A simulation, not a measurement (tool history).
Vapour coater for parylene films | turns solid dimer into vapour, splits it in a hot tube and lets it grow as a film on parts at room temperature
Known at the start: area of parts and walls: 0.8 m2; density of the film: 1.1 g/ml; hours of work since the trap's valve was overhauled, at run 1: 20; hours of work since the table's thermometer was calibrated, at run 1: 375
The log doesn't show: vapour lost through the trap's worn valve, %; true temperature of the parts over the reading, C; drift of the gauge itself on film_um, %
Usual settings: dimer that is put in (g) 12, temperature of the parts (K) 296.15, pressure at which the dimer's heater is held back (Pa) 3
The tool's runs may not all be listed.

run	day	dimer that is put in (g)	temperature of the parts (K)	pressure at which the dimer's heater is held back (Pa)	hours of work since the trap's valve was overhauled	hours of work since the table's thermometer was calibrated	thickness of the film (um)
1	0	12	296.15	3	20	375	11.03
2	1.512	12	296.15	3	38	393	10.89
3	3.175	12	296.15	3	58	413	10.98
4	5.75	12	296.15	3	89	444	10.73
5	7.771	12	296.15	3	113	468	10.83
6	10.633	12	296.15	3	148	503	10.73
7	13.521	12	292.15	3	182	537	12.87
8	16.217	12	292.15	3	215	570	13.06
9	19.488	12	292.15	3	254	609	12.84
10	21.212	10	293.15	4.96	275	630	8.92
11	22.704	10	293.15	4.82	293	648	9.02
12	24.854	21	296.15	3.34	319	674	18.03
13	28.108	15	303.15	3.32	358	713	9.34
14	29.962	15	303.15	3.32	380	735	9.33
15	31.462	9	295.15	3.32	398	753	7.88

5 ways to go on from here, each from the tool as it stands after run 15. What would each give?
A	33.85	21	294.15	3.95	427	782	?
B	33.85	7	295.15	3.32	427	782	?
C	33.85	7	302.15	3	427	782	?
D	33.85	6	295.15	3.32	427	782	?
E	33.85	19	302.15	2.1	427	782	?

run	thickness of the film (um)
A	18.56
B	6.18
C	4.59
D	5.3
E	13.74
Without the tool's hidden state the same runs would have given:
run	thickness of the film (um)
A	19.92
B	6.63
C	4.93
D	5.69
E	14.75
